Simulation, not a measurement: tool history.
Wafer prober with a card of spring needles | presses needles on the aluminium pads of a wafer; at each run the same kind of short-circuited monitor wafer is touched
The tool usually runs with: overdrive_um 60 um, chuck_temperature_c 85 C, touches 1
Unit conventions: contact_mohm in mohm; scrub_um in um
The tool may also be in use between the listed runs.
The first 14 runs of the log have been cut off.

{"day": 6.579, "done": "tips cleaned on abrasive film"}
{"run": 15, "day": 6.821, "overdrive_um": 60, "chuck_temperature_c": 123, "touches": 1, "contact_mohm": 326, "scrub_um": 13.37}
{"run": 16, "day": 7.283, "overdrive_um": 60, "chuck_temperature_c": 123, "touches": 1, "contact_mohm": 358, "scrub_um": 13.37}
{"day": 7.688, "done": "tips cleaned on abrasive film"}
{"run": 17, "day": 7.867, "overdrive_um": 60, "chuck_temperature_c": 123, "touches": 1, "contact_mohm": 317, "scrub_um": 13.32}
{"run": 18, "day": 8.196, "overdrive_um": 60, "chuck_temperature_c": 42, "touches": 1, "contact_mohm": 324, "scrub_um": 13.33}
{"run": 19, "day": 8.738, "overdrive_um": 49, "chuck_temperature_c": 84, "touches": 3, "contact_mohm": 318, "scrub_um": 10.82}
{"day": 8.792, "done": "tips cleaned on abrasive film"}
{"run": 20, "day": 9.288, "overdrive_um": 49, "chuck_temperature_c": 84, "touches": 3, "contact_mohm": 314, "scrub_um": 10.81}
{"day": 9.888, "done": "tips cleaned on abrasive film"}
{"run": 21, "day": 9.975, "overdrive_um": 60, "chuck_temperature_c": 82, "touches": 2, "contact_mohm": 295, "scrub_um": 13.32}
{"run": 22, "day": 10.488, "overdrive_um": 66, "chuck_temperature_c": 34, "touches": 1, "contact_mohm": 321, "scrub_um": 14.69}
{"day": 10.975, "done": "tips cleaned on abrasive film"}
{"run": 23, "day": 11.15, "overdrive_um": 66, "chuck_temperature_c": 34, "touches": 1, "contact_mohm": 294, "scrub_um": 14.57}
{"run": 24, "day": 11.671, "overdrive_um": 58, "chuck_temperature_c": 73, "touches": 1, "contact_mohm": 353, "scrub_um": 12.79}
{"day": 12.096, "done": "tips cleaned on abrasive film"}
{"run": 25, "day": 12.146, "overdrive_um": 58, "chuck_temperature_c": 73, "touches": 1, "contact_mohm": 289, "scrub_um": 12.75}
{"run": 26, "day": 12.633, "overdrive_um": 73, "chuck_temperature_c": 85, "touches": 1, "contact_mohm": 316, "scrub_um": 16.15}
{"day": 13.204, "done": "tips cleaned on abrasive film"}
{"run": 27, "day": 13.279, "overdrive_um": 60, "chuck_temperature_c": 109, "touches": 2, "contact_mohm": 300, "scrub_um": 13.21}
{"run": 28, "day": 13.571, "overdrive_um": 48, "chuck_temperature_c": 87, "touches": 1, "contact_mohm": 358, "scrub_um": 10.47}
{"run": 29, "day": 14.133, "overdrive_um": 51, "chuck_temperature_c": 26, "touches": 1, "contact_mohm": 372, "scrub_um": 11.16}
{"day": 14.304, "done": "tips cleaned on abrasive film"}
{"run": 30, "day": 14.446, "overdrive_um": 60, "chuck_temperature_c": 52, "touches": 1, "contact_mohm": 296, "scrub_um": 13.21}
{"run": 31, "day": 14.829, "overdrive_um": 59, "chuck_temperature_c": 120, "touches": 1, "contact_mohm": 343, "scrub_um": 12.99}
{"run": 32, "day": 15.283, "overdrive_um": 49, "chuck_temperature_c": 99, "touches": 1, "contact_mohm": 398, "scrub_um": 10.69}
{"day": 15.425, "done": "tips cleaned on abrasive film"}
{"run": 33, "day": 15.708, "overdrive_um": 49, "chuck_temperature_c": 99, "touches": 1, "contact_mohm": 339, "scrub_um": 10.71}
{"run": 34, "day": 16.321, "overdrive_um": 49, "chuck_temperature_c": 99, "touches": 1, "contact_mohm": 399, "scrub_um": 10.65}

Alternative continuations, all from the tool just after run 34; predict every row:
{"day": 16.512, "done": "tips cleaned on abrasive film"}
{"run": "A", "day": 16.833, "overdrive_um": 49, "chuck_temperature_c": 70, "touches": 3, "contact_mohm": "?", "scrub_um": "?"}
{"day": 16.512, "done": "tips cleaned on abrasive film"}
{"run": "B", "day": 16.833, "overdrive_um": 60, "chuck_temperature_c": 34, "touches": 2, "contact_mohm": "?", "scrub_um": "?"}
{"day": 16.512, "done": "tips cleaned on abrasive film"}
{"run": "C", "day": 16.833, "overdrive_um": 55, "chuck_temperature_c": 41, "touches": 1, "contact_mohm": "?", "scrub_um": "?"}
{"day": 16.512, "done": "tips cleaned on abrasive film"}
{"run": "D", "day": 16.833, "overdrive_um": 49, "chuck_temperature_c": 93, "touches": 1, "contact_mohm": "?", "scrub_um": "?"}

run=A contact_mohm=307 scrub_um=10.69
run=B contact_mohm=292 scrub_um=13.17
run=C contact_mohm=321 scrub_um=12
run=D contact_mohm=343 scrub_um=10.66
The same runs, with their run-to-run variation unchanged, on a tool lacking any hidden condition would have given:
run=A contact_mohm=284 scrub_um=11.09
run=B contact_mohm=266 scrub_um=13.56
run=C contact_mohm=271 scrub_um=12.39
run=D contact_mohm=286 scrub_um=11.06
